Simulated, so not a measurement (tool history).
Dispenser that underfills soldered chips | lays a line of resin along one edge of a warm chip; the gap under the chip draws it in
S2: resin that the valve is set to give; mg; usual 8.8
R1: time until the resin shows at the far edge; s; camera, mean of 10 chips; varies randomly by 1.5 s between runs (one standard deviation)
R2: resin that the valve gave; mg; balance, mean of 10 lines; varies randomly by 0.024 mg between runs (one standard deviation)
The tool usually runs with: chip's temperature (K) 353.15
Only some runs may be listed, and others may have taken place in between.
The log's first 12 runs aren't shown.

{"hour": 158.1, "done": "new syringe of resin"}
{"hour": 168.6, "done": "new syringe of resin"}
{"run": 13, "hour": 169.9, "chip's temperature (K)": 353.15, "S2": 8.8, "R1": 158.3, "R2": 8.6}
{"hour": 178.3, "done": "new syringe of resin"}
{"hour": 187.9, "done": "new syringe of resin"}
{"run": 14, "hour": 187.9, "chip's temperature (K)": 353.15, "S2": 8.8, "R1": 146.3, "R2": 8.53}
{"run": 15, "hour": 196.8, "chip's temperature (K)": 353.15, "S2": 8.8, "R1": 237, "R2": 8.56}
{"hour": 198.6, "done": "new syringe of resin"}
{"hour": 207.4, "done": "dispensing valve cleaned and set on the balance"}
{"run": 16, "hour": 207.7, "chip's temperature (K)": 353.15, "S2": 8.8, "R1": 220, "R2": 8.81}
{"hour": 210.2, "done": "new syringe of resin"}
{"hour": 219.9, "done": "new syringe of resin"}
{"run": 17, "hour": 221.2, "chip's temperature (K)": 353.15, "S2": 8.8, "R1": 158.1, "R2": 8.78}
{"run": 18, "hour": 228.6, "chip's temperature (K)": 353.15, "S2": 8.8, "R1": 229.6, "R2": 8.73}
{"hour": 230.3, "done": "new syringe of resin"}
{"hour": 240.0, "done": "new syringe of resin"}
{"run": 19, "hour": 240.4, "chip's temperature (K)": 359.15, "S2": 8.24, "R1": 120.3, "R2": 8.14}
{"hour": 249.4, "done": "new syringe of resin"}
{"run": 20, "hour": 249.4, "chip's temperature (K)": 352.15, "S2": 8.8, "R1": 156.1, "R2": 8.62}
{"hour": 259.6, "done": "new syringe of resin"}
{"run": 21, "hour": 259.8, "chip's temperature (K)": 353.15, "S2": 8.41, "R1": 157.8, "R2": 8.26}
{"hour": 269.9, "done": "new syringe of resin"}
{"run": 22, "hour": 271.6, "chip's temperature (K)": 346.15, "S2": 10.45, "R1": 215.1, "R2": 10.24}
{"hour": 280.4, "done": "new syringe of resin"}
{"run": 23, "hour": 280.4, "chip's temperature (K)": 368.15, "S2": 9.44, "R1": 80.2, "R2": 9.21}
{"hour": 290.0, "done": "new syringe of resin"}
{"run": 24, "hour": 293.2, "chip's temperature (K)": 351.15, "S2": 9.28, "R1": 188.2, "R2": 8.97}
{"hour": 297.5, "done": "dispensing valve cleaned and set on the balance"}
{"hour": 301.2, "done": "new syringe of resin"}
{"run": 25, "hour": 307.7, "chip's temperature (K)": 351.15, "S2": 9.28, "R1": 223.5, "R2": 9.27}
{"hour": 310.8, "done": "new syringe of resin"}
{"run": 26, "hour": 318.7, "chip's temperature (K)": 351.15, "S2": 9.28, "R1": 233.2, "R2": 9.19}
{"hour": 320.5, "done": "new syringe of resin"}
{"hour": 330.5, "done": "new syringe of resin"}
{"run": 27, "hour": 332.9, "chip's temperature (K)": 351.15, "S2": 9.28, "R1": 182.3, "R2": 9.15}
{"hour": 340.2, "done": "new syringe of resin"}
{"run": 28, "hour": 347.2, "chip's temperature (K)": 365.15, "S2": 8.63, "R1": 129.7, "R2": 8.45}
{"hour": 349.8, "done": "new syringe of resin"}
{"hour": 359.7, "done": "new syringe of resin"}
{"run": 29, "hour": 364.9, "chip's temperature (K)": 364.15, "S2": 9.76, "R1": 119.6, "R2": 9.52}
{"hour": 369.1, "done": "new syringe of resin"}
{"run": 30, "hour": 373.1, "chip's temperature (K)": 356.15, "S2": 7.57, "R1": 168.6, "R2": 7.37}
{"hour": 378.5, "done": "new syringe of resin"}
{"run": 31, "hour": 380.6, "chip's temperature (K)": 361.15, "S2": 8, "R1": 121, "R2": 7.74}
{"hour": 387.7, "done": "dispensing valve cleaned and set on the balance"}
{"hour": 389.8, "done": "new syringe of resin"}
{"hour": 395.7, "done": "stage's temperature calibrated"}
{"run": 32, "hour": 396.3, "chip's temperature (K)": 361.15, "S2": 8, "R1": 146.8, "R2": 7.98}

Below are 5 alternative next runs, each starting from the tool's condition after run 32. Predict each:
{"hour": 400.2, "done": "new syringe of resin"}
{"run": "A", "hour": 405.7, "chip's temperature (K)": 366.15, "S2": 10.35, "R1": "?", "R2": "?"}
{"hour": 400.2, "done": "new syringe of resin"}
{"run": "B", "hour": 405.7, "chip's temperature (K)": 344.15, "S2": 8.32, "R1": "?", "R2": "?"}
{"hour": 400.2, "done": "new syringe of resin"}
{"run": "C", "hour": 405.7, "chip's temperature (K)": 359.15, "S2": 7.96, "R1": "?", "R2": "?"}
{"hour": 400.2, "done": "new syringe of resin"}
{"run": "D", "hour": 405.7, "chip's temperature (K)": 354.15, "S2": 8.89, "R1": "?", "R2": "?"}
{"hour": 400.2, "done": "new syringe of resin"}
{"run": "E", "hour": 405.7, "chip's temperature (K)": 349.15, "S2": 8, "R1": "?", "R2": "?"}

run=A R1=116.1 R2=10.26
run=B R1=296.9 R2=8.28
run=C R1=159.3 R2=7.92
run=D R1=191.7 R2=8.82
run=E R1=240.7 R2=7.92
The same runs, with their run-to-run variation unchanged, on a tool lacking any hidden condition would have given:
run=A R1=88.1 R2=10.34
run=B R1=225.3 R2=8.34
run=C R1=120.9 R2=7.98
run=D R1=145.4 R2=8.89
run=E R1=182.4 R2=7.98

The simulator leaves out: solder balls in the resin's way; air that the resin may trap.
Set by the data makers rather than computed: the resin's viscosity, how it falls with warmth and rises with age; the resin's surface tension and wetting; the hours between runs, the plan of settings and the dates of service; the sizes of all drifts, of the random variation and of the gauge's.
